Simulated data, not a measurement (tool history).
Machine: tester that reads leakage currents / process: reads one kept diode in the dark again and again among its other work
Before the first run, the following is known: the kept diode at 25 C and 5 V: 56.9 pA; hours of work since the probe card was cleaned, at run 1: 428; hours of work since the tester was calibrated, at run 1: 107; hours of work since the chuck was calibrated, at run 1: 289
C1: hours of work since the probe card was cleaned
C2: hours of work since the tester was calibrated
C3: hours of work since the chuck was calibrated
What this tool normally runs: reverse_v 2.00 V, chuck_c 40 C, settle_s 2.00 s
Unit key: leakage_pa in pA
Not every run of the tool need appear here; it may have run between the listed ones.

run 1 day=0.000 | reverse_v=2.00 chuck_c=40 settle_s=2.00 | C1=428 C2=107 C3=289 | leakage_pa=138.01
run 2 day=3.133 | reverse_v=2.00 chuck_c=40 settle_s=2.00 | C1=461 C2=141 C3=322 | leakage_pa=137.30
run 3 day=6.458 | reverse_v=2.00 chuck_c=40 settle_s=2.00 | C1=496 C2=176 C3=358 | leakage_pa=137.95
run 4 day=9.662 | reverse_v=2.00 chuck_c=40 settle_s=2.00 | C1=530 C2=210 C3=392 | leakage_pa=138.52
run 5 day=13.004 | reverse_v=15.02 chuck_c=40 settle_s=2.00 | C1=566 C2=245 C3=427 | leakage_pa=441.24
run 6 day=17.438 | reverse_v=2.00 chuck_c=52 settle_s=2.00 | C1=613 C2=292 C3=474 | leakage_pa=381.42
run 7 day=20.975 | reverse_v=2.00 chuck_c=52 settle_s=2.00 | C1=650 C2=330 C3=511 | leakage_pa=381.37
run 8 day=24.771 | reverse_v=2.00 chuck_c=52 settle_s=2.00 | C1=690 C2=370 C3=552 | leakage_pa=385.18
run 9 day=29.054 | reverse_v=2.00 chuck_c=39 settle_s=2.00 | C1=736 C2=415 C3=597 | leakage_pa=129.24
run 10 day=31.262 | reverse_v=2.00 chuck_c=40 settle_s=1.34 | C1=759 C2=439 C3=620 | leakage_pa=141.24
run 11 day=34.325 | reverse_v=2.00 chuck_c=40 settle_s=1.34 | C1=792 C2=471 C3=653 | leakage_pa=140.93
run 12 day=38.429 | reverse_v=2.00 chuck_c=40 settle_s=3.62 | C1=835 C2=515 C3=696 | leakage_pa=141.66
run 13 day=41.550 | reverse_v=2.00 chuck_c=52 settle_s=3.62 | C1=868 C2=548 C3=730 | leakage_pa=387.99
run 14 day=45.383 | reverse_v=2.00 chuck_c=40 settle_s=1.04 | C1=909 C2=588 C3=770 | leakage_pa=143.17
run 15 day=47.550 | reverse_v=2.00 chuck_c=40 settle_s=1.12 | C1=932 C2=611 C3=793 | leakage_pa=142.69
run 16 day=49.892 | reverse_v=2.00 chuck_c=40 settle_s=3.07 | C1=957 C2=636 C3=818 | leakage_pa=142.18
run 17 day=52.433 | reverse_v=2.00 chuck_c=39 settle_s=2.00 | C1=984 C2=663 C3=845 | leakage_pa=132.00
run 18 day=55.250 | reverse_v=2.00 chuck_c=54 settle_s=2.00 | C1=1013 C2=693 C3=875 | leakage_pa=457.38
run 19 day=60.154 | reverse_v=2.00 chuck_c=40 settle_s=2.41 | C1=1065 C2=745 C3=927 | leakage_pa=144.41
run 20 day=64.058 | reverse_v=2.00 chuck_c=40 settle_s=2.00 | C1=1107 C2=786 C3=968 | leakage_pa=144.03
run 21 day=68.458 | reverse_v=1.13 chuck_c=40 settle_s=8.86 | C1=1153 C2=833 C3=1015 | leakage_pa=104.55
run 22 day=71.717 | reverse_v=2.00 chuck_c=54 settle_s=1.34 | C1=1188 C2=867 C3=1049 | leakage_pa=462.31
run 23 day=76.179 | reverse_v=2.00 chuck_c=54 settle_s=0.55 | C1=1235 C2=915 C3=1097 | leakage_pa=464.90
run 24 day=79.396 | reverse_v=5.45 chuck_c=59 settle_s=0.52 | C1=1269 C2=949 C3=1131 | leakage_pa=1218.59
run 25 day=81.792 | reverse_v=5.45 chuck_c=59 settle_s=0.52 | C1=1295 C2=974 C3=1156 | leakage_pa=1221.93
run 26 day=85.679 | reverse_v=1.10 chuck_c=50 settle_s=8.06 | C1=1336 C2=1015 C3=1197 | leakage_pa=241.30
-- day=86.029 tester calibrated
run 27 day=89.696 | reverse_v=1.10 chuck_c=50 settle_s=8.06 | C1=1378 C2=39 C3=1239 | leakage_pa=242.16
run 28 day=94.571 | reverse_v=2.00 chuck_c=23 settle_s=1.44 | C1=1429 C2=91 C3=1291 | leakage_pa=32.80
run 29 day=96.804 | reverse_v=3.76 chuck_c=41 settle_s=1.04 | C1=1453 C2=114 C3=1314 | leakage_pa=231.81
-- day=98.667 tester calibrated, once more
run 30 day=100.646 | reverse_v=13.50 chuck_c=23 settle_s=0.94 | C1=1493 C2=21 C3=1354 | leakage_pa=107.08
run 31 day=105.125 | reverse_v=5.31 chuck_c=40 settle_s=2.00 | C1=1540 C2=68 C3=1402 | leakage_pa=261.29
run 32 day=109.808 | reverse_v=5.31 chuck_c=40 settle_s=2.00 | C1=1590 C2=118 C3=1451 | leakage_pa=262.97
run 33 day=112.692 | reverse_v=5.31 chuck_c=40 settle_s=2.00 | C1=1620 C2=149 C3=1482 | leakage_pa=263.33
run 34 day=115.654 | reverse_v=7.08 chuck_c=44 settle_s=2.00 | C1=1652 C2=180 C3=1513 | leakage_pa=433.45
run 35 day=118.667 | reverse_v=2.39 chuck_c=28 settle_s=1.51 | C1=1684 C2=212 C3=1545 | leakage_pa=58.37
run 36 day=122.767 | reverse_v=2.00 chuck_c=28 settle_s=8.49 | C1=1727 C2=255 C3=1589 | leakage_pa=52.45
run 37 day=126.204 | reverse_v=2.00 chuck_c=28 settle_s=8.49 | C1=1764 C2=292 C3=1625 | leakage_pa=53.08
run 38 day=128.650 | reverse_v=2.00 chuck_c=27 settle_s=0.52 | C1=1790 C2=318 C3=1651 | leakage_pa=48.78
run 39 day=130.896 | reverse_v=2.00 chuck_c=27 settle_s=0.36 | C1=1813 C2=342 C3=1675 | leakage_pa=48.74

Forecast each of these 4 alternatives for the next run:
run A day=135.758 | reverse_v=2.45 chuck_c=45 settle_s=0.36 | C1=1865 C2=393 C3=1726 | leakage_pa=?
run B day=135.758 | reverse_v=5.79 chuck_c=48 settle_s=3.24 | C1=1865 C2=393 C3=1726 | leakage_pa=?
run C day=135.758 | reverse_v=2.00 chuck_c=42 settle_s=0.36 | C1=1865 C2=393 C3=1726 | leakage_pa=?
run D day=135.758 | reverse_v=5.85 chuck_c=25 settle_s=1.87 | C1=1865 C2=393 C3=1726 | leakage_pa=?

run=A leakage_pa=260.77
run=B leakage_pa=547.32
run=C leakage_pa=180.03
run=D leakage_pa=78.73
The same runs, with their run-to-run variation unchanged, on a tool lacking any hidden condition would have given:
run=A leakage_pa=232.87
run=B leakage_pa=488.70
run=C leakage_pa=160.05
run=D leakage_pa=62.49

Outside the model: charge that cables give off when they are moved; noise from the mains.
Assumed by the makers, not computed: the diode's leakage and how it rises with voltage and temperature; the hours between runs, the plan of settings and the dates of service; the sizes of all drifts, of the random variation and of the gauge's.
